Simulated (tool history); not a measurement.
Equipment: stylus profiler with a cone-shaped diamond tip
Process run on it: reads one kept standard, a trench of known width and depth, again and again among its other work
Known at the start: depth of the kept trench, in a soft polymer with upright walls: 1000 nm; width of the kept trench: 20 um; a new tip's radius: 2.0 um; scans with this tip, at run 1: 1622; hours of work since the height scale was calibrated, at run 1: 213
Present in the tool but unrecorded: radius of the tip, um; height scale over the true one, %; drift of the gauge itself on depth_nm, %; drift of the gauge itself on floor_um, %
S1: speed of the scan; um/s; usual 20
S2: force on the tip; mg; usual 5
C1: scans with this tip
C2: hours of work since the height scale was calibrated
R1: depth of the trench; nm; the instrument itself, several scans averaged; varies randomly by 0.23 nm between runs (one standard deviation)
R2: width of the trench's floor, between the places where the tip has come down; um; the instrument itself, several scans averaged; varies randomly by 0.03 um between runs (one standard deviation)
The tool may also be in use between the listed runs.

run 1 hour=0 | S1=20 S2=5 | C1=1622 C2=213 | R1=1015.15 R2=16.07
run 2 hour=26 | S1=20 S2=5 | C1=1717 C2=225 | R1=1015.42 R2=16.03
run 3 hour=48.2 | S1=20 S2=5 | C1=1798 C2=236 | R1=1015.02 R2=16.13
run 4 hour=69.2 | S1=26 S2=5 | C1=1875 C2=246 | R1=1015.6 R2=16.05
-- hour=72 height scale calibrated on a step standard
run 5 hour=87.8 | S1=20 S2=5 | C1=1942 C2=8 | R1=1015.07 R2=16.04
run 6 hour=126.1 | S1=20 S2=5 | C1=2082 C2=26 | R1=1014.74 R2=15.98
run 7 hour=146.7 | S1=20 S2=2.83 | C1=2158 C2=36 | R1=1009.91 R2=16.03
run 8 hour=166.8 | S1=20 S2=2.83 | C1=2232 C2=46 | R1=1010.39 R2=15.93
run 9 hour=195.5 | S1=20 S2=2.83 | C1=2337 C2=59 | R1=1009.45 R2=15.95
run 10 hour=222.6 | S1=12 S2=6.71 | C1=2436 C2=73 | R1=1018.07 R2=15.99
run 11 hour=250.6 | S1=20 S2=10.5 | C1=2539 C2=86 | R1=1024.39 R2=16
-- hour=270.1 height scale calibrated on a step standard, once more
run 12 hour=289.4 | S1=20 S2=10.5 | C1=2679 C2=9 | R1=1026.35 R2=15.95
run 13 hour=311.1 | S1=30 S2=2.16 | C1=2759 C2=20 | R1=1009.54 R2=15.84

Here are 3 independent what-if runs from the current tool condition. What would each one return?
run A hour=348 | S1=15 S2=3.22 | C1=2894 C2=37 | R1=? R2=?
run B hour=348 | S1=69 S2=7.01 | C1=2894 C2=37 | R1=? R2=?
run C hour=348 | S1=21 S2=5 | C1=2894 C2=37 | R1=? R2=?

run=A R1=1012.54 R2=15.9
run=B R1=1020.26 R2=15.76
run=C R1=1016.36 R2=15.93
Without the tool's unlogged condition, the same runs would have read:
run=A R1=1012.05 R2=16.46
run=B R1=1019.76 R2=16.32
run=C R1=1015.86 R2=16.49
